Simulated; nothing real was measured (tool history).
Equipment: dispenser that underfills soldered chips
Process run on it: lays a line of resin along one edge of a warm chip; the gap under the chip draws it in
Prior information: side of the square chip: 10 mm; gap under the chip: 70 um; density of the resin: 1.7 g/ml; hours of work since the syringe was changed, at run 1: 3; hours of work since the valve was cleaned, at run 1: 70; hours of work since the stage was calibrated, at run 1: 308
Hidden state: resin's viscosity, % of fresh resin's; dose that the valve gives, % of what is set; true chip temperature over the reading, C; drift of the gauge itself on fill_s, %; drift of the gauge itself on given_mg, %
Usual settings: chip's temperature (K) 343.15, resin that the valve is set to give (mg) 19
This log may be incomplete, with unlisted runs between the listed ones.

run   hour  chip's temperature (K)  resin that the valve is set to give (mg)  hours of work since the syringe was changed  hours of work since the valve was cleaned  hours of work since the stage was calibrated  time until the resin shows at the far edge (s)  resin that the valve gave (mg)
  1      0                  343.15                                        19                                            3                                         70                                           308                                           128.5                           18.61
       5.4  -- dispensing valve cleaned and set on the balance
       9.5  -- new syringe of resin
  2    9.5                  343.15                                        19                                            0                                          2                                           313                                            94.4                           19.06
  3   21.7                  343.15                                      24.2                                            8                                         10                                           320                                           175.6                            24.2
      22.8  -- new syringe of resin
  4   30.4                  343.15                                        19                                            5                                         15                                           326                                           143.1                           18.94
      36.2  -- new syringe of resin
  5   44.9                  343.15                                        19                                            5                                         24                                           334                                           153.8                           18.83
        50  -- new syringe of resin
  6   55.2                  343.15                                        19                                            3                                         30                                           340                                           126.7                           18.79
      63.5  -- new syringe of resin
  7   67.9                  343.15                                      23.7                                            3                                         37                                           348                                           119.6                           23.38
  8   75.3                  343.15                                      21.1                                            7                                         42                                           353                                           172.9                            20.8
      76.3  -- new syringe of resin
  9   82.4                  332.15                                      21.1                                            4                                         46                                           357                                           193.2                           20.76
      89.6  -- new syringe of resin
 10     92                  332.15                                      21.1                                            2                                         52                                           362                                           157.7                           20.66
 11  100.5                  332.15                                      21.1                                            7                                         57                                           368                                           246.6                           20.66
     102.8  -- new syringe of resin
 12  111.8                  335.15                                        19                                            6                                         64                                           374                                           196.8                           18.56
     115.8  -- new syringe of resin
 13  125.5                  335.15                                      16.4                                            6                                         72                                           383                                           208.6                           15.95
     128.9  -- dispensing valve cleaned and set on the balance
     129.8  -- new syringe of resin
 14  134.8                  335.15                                      16.4                                            3                                          3                                           388                                           165.1                            16.4
     142.9  -- new syringe of resin
 15  148.1                  343.15                                        19                                            3                                         11                                           396                                           120.4                           18.99
 16  154.7                  329.15                                        19                                            7                                         16                                           400                                             280                           18.97
     156.3  -- new syringe of resin
 17  168.1                  329.15                                        19                                            7                                         24                                           408                                           282.9                           18.95
     169.8  -- new syringe of resin
 18  181.4                  351.15                                      22.7                                            7                                         32                                           416                                           130.9                           22.54
     182.9  -- new syringe of resin
 19  195.2                  343.15                                      17.1                                            8                                         40                                           424                                           180.5                           16.94
     196.8  -- new syringe of resin
     198.8  -- stage's temperature calibrated
 20  205.2                  343.15                                      17.1                                            5                                         45                                             4                                           158.4                           16.89
     210.8  -- new syringe of resin
 21  220.5                  332.15                                      18.3                                            6                                         54                                            13                                           255.2                           17.98
     224.2  -- new syringe of resin
 22  233.8                  341.15                                      16.9                                            6                                         62                                            21                                           186.1                           16.51
     237.6  -- new syringe of resin
 23  248.9                  353.15                                      20.1                                            7                                         71                                            30                                           129.1                            19.6
     251.4  -- new syringe of resin
     253.8  -- dispensing valve cleaned and set on the balance
 24  261.3                  353.15                                      20.1                                            5                                          5                                            37                                           116.2                           20.07
     265.9  -- new syringe of resin
 25  272.7                  343.15                                      21.8                                            4                                         11                                            44                                           144.9                           21.63
     279.5  -- new syringe of resin
 26  286.2                  343.15                                      21.8                                            4                                         20                                            52                                           144.8                           21.66
     293.3  -- new syringe of resin
 27  300.9                  355.15                                      22.6                                            5                                         28                                            61                                            96.5                           22.35
     306.4  -- new syringe of resin
 28  315.7                  343.15                                      21.5                                            6                                         37                                            70                                             165                           21.21
     319.7  -- new syringe of resin
 29  326.3                  343.15                                        19                                            4                                         44                                            76                                           141.4                            18.7
     333.5  -- new syringe of resin
 30    335                  343.15                                        19                                            1                                         49                                            81                                           112.3                           18.63
     347.4  -- new syringe of resin
 31  348.2                  343.15                                        19                                            0                                         57                                            89                                           105.9                           18.58
 32  359.7                  343.15                                      18.8                                            8                                         64                                            96                                             193                           18.35
     361.4  -- new syringe of resin
 33  368.9                  343.15                                      18.8                                            5                                         69                                           102                                           153.4                           18.28

Forecast each of these 3 alternatives for the next run:
     374.6  -- new syringe of resin
     376.4  -- dispensing valve cleaned and set on the balance
  A  380.3                  336.15                                      18.1                                            3                                          2                                           108                                               ?                               ?
     374.6  -- new syringe of resin
     376.4  -- dispensing valve cleaned and set on the balance
  B  380.3                  345.15                                      18.8                                            3                                          2                                           108                                               ?                               ?
     374.6  -- new syringe of resin
     376.4  -- dispensing valve cleaned and set on the balance
  C  380.3                  339.15                                      23.8                                            3                                          2                                           108                                               ?                               ?

run  time until the resin shows at the far edge (s)  resin that the valve gave (mg)
  A                                           169.9                           18.06
  B                                           122.7                           18.72
  C                                           147.4                           23.78
Stripped of hidden state, with their random variation kept, the same runs would have yielded:
run  time until the resin shows at the far edge (s)  resin that the valve gave (mg)
  A                                             139                            18.1
  B                                           100.1                           18.77
  C                                           120.6                           23.84

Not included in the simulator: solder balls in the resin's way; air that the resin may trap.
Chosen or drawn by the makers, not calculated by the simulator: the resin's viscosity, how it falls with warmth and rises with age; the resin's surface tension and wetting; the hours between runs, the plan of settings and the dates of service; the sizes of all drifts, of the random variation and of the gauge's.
